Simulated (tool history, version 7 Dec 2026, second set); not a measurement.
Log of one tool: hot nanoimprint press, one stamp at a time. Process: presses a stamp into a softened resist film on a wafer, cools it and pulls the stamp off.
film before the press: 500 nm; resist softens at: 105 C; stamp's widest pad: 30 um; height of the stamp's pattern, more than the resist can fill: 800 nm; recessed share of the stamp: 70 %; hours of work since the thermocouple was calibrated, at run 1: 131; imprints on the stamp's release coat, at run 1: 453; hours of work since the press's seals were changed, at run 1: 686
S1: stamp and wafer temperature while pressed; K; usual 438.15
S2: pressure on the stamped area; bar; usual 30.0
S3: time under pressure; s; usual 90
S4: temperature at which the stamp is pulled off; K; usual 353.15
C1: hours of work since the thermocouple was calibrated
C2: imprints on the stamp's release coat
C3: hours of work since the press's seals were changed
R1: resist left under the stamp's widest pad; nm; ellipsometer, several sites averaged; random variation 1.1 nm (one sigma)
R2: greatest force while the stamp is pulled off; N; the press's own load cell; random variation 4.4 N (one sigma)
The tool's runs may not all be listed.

{"run": 1, "day": 0.0, "S1": 438.15, "S2": 30.0, "S3": 90, "S4": 353.15, "C1": 131, "C2": 453, "C3": 686, "R1": 191.8, "R2": 219}
{"run": 2, "day": 1.358, "S1": 438.15, "S2": 30.0, "S3": 78, "S4": 353.15, "C1": 151, "C2": 574, "C3": 706, "R1": 201.2, "R2": 221}
{"run": 3, "day": 2.546, "S1": 438.15, "S2": 30.0, "S3": 90, "S4": 353.15, "C1": 169, "C2": 680, "C3": 723, "R1": 191.7, "R2": 219}
{"run": 4, "day": 3.412, "S1": 438.15, "S2": 30.0, "S3": 90, "S4": 353.15, "C1": 181, "C2": 758, "C3": 736, "R1": 193.2, "R2": 211}
{"day": 4.175, "done": "stamp cleaned and given a new release coat"}
{"run": 5, "day": 4.996, "S1": 438.15, "S2": 30.0, "S3": 90, "S4": 353.15, "C1": 201, "C2": 74, "C3": 756, "R1": 191.8, "R2": 214}
{"run": 6, "day": 6.562, "S1": 438.15, "S2": 30.0, "S3": 82, "S4": 353.15, "C1": 223, "C2": 214, "C3": 778, "R1": 197.1, "R2": 214}
{"run": 7, "day": 7.233, "S1": 434.15, "S2": 30.0, "S3": 82, "S4": 353.15, "C1": 233, "C2": 274, "C3": 788, "R1": 232.5, "R2": 221}
{"run": 8, "day": 8.558, "S1": 434.15, "S2": 30.0, "S3": 82, "S4": 353.15, "C1": 253, "C2": 392, "C3": 807, "R1": 231.2, "R2": 215}
{"run": 9, "day": 10.033, "S1": 434.15, "S2": 30.0, "S3": 82, "S4": 353.15, "C1": 274, "C2": 524, "C3": 829, "R1": 231.4, "R2": 217}
{"run": 10, "day": 11.083, "S1": 433.15, "S2": 18.5, "S3": 89, "S4": 353.15, "C1": 289, "C2": 618, "C3": 844, "R1": 294.5, "R2": 220}
{"run": 11, "day": 12.654, "S1": 433.15, "S2": 18.5, "S3": 89, "S4": 353.15, "C1": 312, "C2": 758, "C3": 867, "R1": 294.8, "R2": 214}
{"day": 13.375, "done": "stamp cleaned and given a new release coat"}
{"run": 12, "day": 13.829, "S1": 438.15, "S2": 30.0, "S3": 90, "S4": 354.15, "C1": 326, "C2": 41, "C3": 881, "R1": 191.0, "R2": 206}
{"run": 13, "day": 15.204, "S1": 438.15, "S2": 30.0, "S3": 58, "S4": 350.15, "C1": 346, "C2": 164, "C3": 901, "R1": 223.3, "R2": 231}
{"run": 14, "day": 15.967, "S1": 438.15, "S2": 21.3, "S3": 46, "S4": 347.15, "C1": 357, "C2": 232, "C3": 912, "R1": 285.4, "R2": 250}
{"run": 15, "day": 17.262, "S1": 447.15, "S2": 30.0, "S3": 60, "S4": 343.15, "C1": 376, "C2": 347, "C3": 931, "R1": 159.4, "R2": 268}
{"run": 16, "day": 18.192, "S1": 447.15, "S2": 24.9, "S3": 107, "S4": 343.15, "C1": 389, "C2": 430, "C3": 944, "R1": 144.6, "R2": 263}
{"run": 17, "day": 19.396, "S1": 433.15, "S2": 30.0, "S3": 90, "S4": 344.15, "C1": 407, "C2": 538, "C3": 962, "R1": 233.9, "R2": 271}

5 ways to go on from here, each from the tool as it stands after run 17. What would each give?
{"run": "A", "day": 20.254, "S1": 433.15, "S2": 30.0, "S3": 60, "S4": 355.15, "C1": 420, "C2": 615, "C3": 974, "R1": "?", "R2": "?"}
{"run": "B", "day": 20.254, "S1": 446.15, "S2": 30.0, "S3": 90, "S4": 344.15, "C1": 420, "C2": 615, "C3": 974, "R1": "?", "R2": "?"}
{"run": "C", "day": 20.254, "S1": 433.15, "S2": 30.0, "S3": 90, "S4": 361.15, "C1": 420, "C2": 615, "C3": 974, "R1": "?", "R2": "?"}
{"run": "D", "day": 20.254, "S1": 433.15, "S2": 30.0, "S3": 90, "S4": 343.15, "C1": 420, "C2": 615, "C3": 974, "R1": "?", "R2": "?"}
{"run": "E", "day": 20.254, "S1": 437.15, "S2": 30.0, "S3": 136, "S4": 344.15, "C1": 420, "C2": 615, "C3": 974, "R1": "?", "R2": "?"}

run=A R1=264.7 R2=215
run=B R1=140.9 R2=274
run=C R1=232.3 R2=179
run=D R1=231.3 R2=284
run=E R1=171.4 R2=265
Without the tool's hidden state the same runs would have given:
run=A R1=264.8 R2=214
run=B R1=140.9 R2=273
run=C R1=232.4 R2=178
run=D R1=231.4 R2=283
run=E R1=171.4 R2=264

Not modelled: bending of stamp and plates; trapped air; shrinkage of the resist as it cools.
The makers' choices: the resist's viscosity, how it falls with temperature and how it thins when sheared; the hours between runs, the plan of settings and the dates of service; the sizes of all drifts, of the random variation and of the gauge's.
